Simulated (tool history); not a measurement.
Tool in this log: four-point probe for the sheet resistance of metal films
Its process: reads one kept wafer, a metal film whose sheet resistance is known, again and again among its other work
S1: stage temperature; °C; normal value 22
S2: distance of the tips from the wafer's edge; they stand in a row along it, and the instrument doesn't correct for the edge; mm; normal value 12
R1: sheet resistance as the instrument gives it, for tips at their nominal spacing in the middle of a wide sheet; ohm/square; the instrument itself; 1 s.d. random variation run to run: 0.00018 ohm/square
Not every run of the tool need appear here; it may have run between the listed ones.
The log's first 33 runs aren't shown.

run   hour  S1  S2        R1
 34  483.8  25  68  0.917823
 35  492.8  26   5  0.925666
 36  503.0  26   5  0.925703
 37  518.0  26   5  0.925887
 38  535.7  23   6  0.922940
 39  547.5  21   3  0.938540
 40  568.4  31  18  0.919191
 41  589.2  32   4  0.931654
 42  600.0  22  61  0.917266
     602.8  -- stage's thermometer calibrated
 43  617.5  32  20  0.921653
 44  636.8  32  20  0.921202

Below are 5 alternative next runs, each starting from the tool's condition after run 44. Predict each:
  A  658.4  20  71   ?
  B  658.4  25  11   ?
  C  658.4  25  56   ?
  D  658.4  28  19   ?
  E  658.4  30   7   ?

run        R1
  A  0.919364
  B  0.921247
  C  0.919919
  D  0.920473
  E  0.924506
With no hidden state in the tool, these same runs would have given:
run        R1
  A  0.921056
  B  0.922941
  C  0.921611
  D  0.922166
  E  0.926206
